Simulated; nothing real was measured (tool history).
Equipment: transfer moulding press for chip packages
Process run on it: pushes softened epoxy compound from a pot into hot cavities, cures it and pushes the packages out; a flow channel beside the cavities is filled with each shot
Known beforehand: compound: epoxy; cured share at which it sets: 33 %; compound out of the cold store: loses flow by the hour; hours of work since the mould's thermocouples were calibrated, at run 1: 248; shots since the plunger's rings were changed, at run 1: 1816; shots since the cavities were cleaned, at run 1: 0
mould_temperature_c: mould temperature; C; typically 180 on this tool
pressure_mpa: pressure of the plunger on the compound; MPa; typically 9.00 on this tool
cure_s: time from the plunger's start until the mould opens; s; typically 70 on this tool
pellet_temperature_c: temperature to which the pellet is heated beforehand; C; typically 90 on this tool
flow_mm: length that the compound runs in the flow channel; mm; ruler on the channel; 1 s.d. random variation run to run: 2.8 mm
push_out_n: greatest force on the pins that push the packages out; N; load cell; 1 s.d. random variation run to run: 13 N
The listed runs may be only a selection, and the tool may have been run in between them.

run   hour  mould_temperature_c  pressure_mpa  cure_s  pellet_temperature_c  hours of work since the mould's thermocouples were calibrated  shots since the plunger's rings were changed  shots since the cavities were cleaned  incoming compound's hours out of the cold store  flow_mm  push_out_n
  1    0.0                  180          9.00      70                    90                                                            248                                          1816                                      0                                             29.7      725         664
  2    7.6                  172          9.00      70                    90                                                            254                                          1963                                    147                                             29.0      756        1486
  3   19.9                  172          9.00      70                    90                                                            263                                          2200                                    384                                             13.3      802        2009
  4   25.1                  178          9.00      70                    90                                                            267                                          2302                                    486                                              8.4      795        1388
  5   37.2                  180          9.00      55                    90                                                            276                                          2537                                    721                                             39.7      695        2055
  6   44.4                  180          9.83      70                    90                                                            281                                          2676                                    860                                             38.6      734        1268
  7   57.0                  180          7.69      70                    90                                                            290                                          2920                                   1104                                              8.5      719        1428
      61.5  -- cavities cleaned with cleaning compound and waxed
  8   66.0                  174          9.00      70                    90                                                            296                                          3065                                     86                                             18.2      773        1263
  9   73.8                  180          9.00      96                    90                                                            301                                          3217                                    238                                             17.3      752         667
 10   85.4                  180          9.00      96                    90                                                            310                                          3442                                    463                                             30.9      712         803
      97.3  -- plunger's sealing rings changed
 11   99.8                  180          7.05      96                    90                                                            319                                            46                                    691                                             16.4      689         859
 12  111.3                  180          7.05      96                    90                                                            327                                           271                                    916                                             28.3      656         946
 13  116.6                  180          7.05      96                    90                                                            331                                           372                                   1017                                             30.9      646         958
     126.1  -- cavities cleaned with cleaning compound and waxed
 14  128.8                  180          7.05      96                    90                                                            339                                           580                                     53                                              8.5      710         518
 15  138.9                  183          7.97      54                    89                                                            346                                           775                                    248                                             42.2      652        1332
 16  147.3                  180          7.71      70                    90                                                            352                                           937                                    410                                             14.9      724        1153
 17  154.8                  179         10.78      60                    83                                                            358                                          1083                                    556                                             19.2      839        1891
 18  165.7                  179         10.78      82                    94                                                            366                                          1294                                    767                                             40.0      771        1014
 19  177.9                  180          7.55      70                    88                                                            375                                          1532                                   1005                                             24.6      687        1350
 20  185.5                  180          9.00      70                    92                                                            381                                          1678                                   1151                                             36.7      713        1337
     187.6  -- cavities cleaned with cleaning compound and waxed
 21  194.0                  172          6.91      69                    91                                                            386                                          1813                                    123                                             13.1      715        1655
 22  205.7                  173          9.00      87                    80                                                            394                                          2041                                    351                                             39.3      725        1093
 23  215.3                  173          7.49      87                    93                                                            401                                          2226                                    536                                             43.5      648        1188
 24  221.7                  177          9.78      90                    81                                                            406                                          2351                                    661                                             23.7      792        1036
 25  232.3                  186          9.78      90                    81                                                            414                                          2555                                    865                                             28.4      742         909
 26  244.4                  172          9.78      92                    81                                                            423                                          2791                                   1101                                             45.0      739        1369
     249.7  -- cavities cleaned with cleaning compound and waxed
 27  258.7                  180          7.41      88                    82                                                            432                                          3037                                    174                                             40.4      630         671
 28  267.1                  175          9.00      88                    93                                                            438                                          3200                                    337                                             12.5      787         989

Each row is a separate what-if for the run after 28, all from the same tool condition, not one after another. Results?
  A  272.4                  178          7.00      88                    88                                                            442                                          3303                                    440                                             25.0        ?           ?
  B  272.4                  187          9.00      70                    80                                                            442                                          3303                                    440                                             24.7        ?           ?
  C  272.4                  188          7.42     105                    90                                                            442                                          3303                                    440                                             29.1        ?           ?
  D  272.4                  188          9.00      88                    93                                                            442                                          3303                                    440                                             40.3        ?           ?

run  flow_mm  push_out_n
  A      651         953
  B      712         864
  C      633         769
  D      670         774
Without the tool's unlogged condition, the same runs would have read:
run  flow_mm  push_out_n
  A      667         545
  B      729         499
  C      649         452
  D      687         453
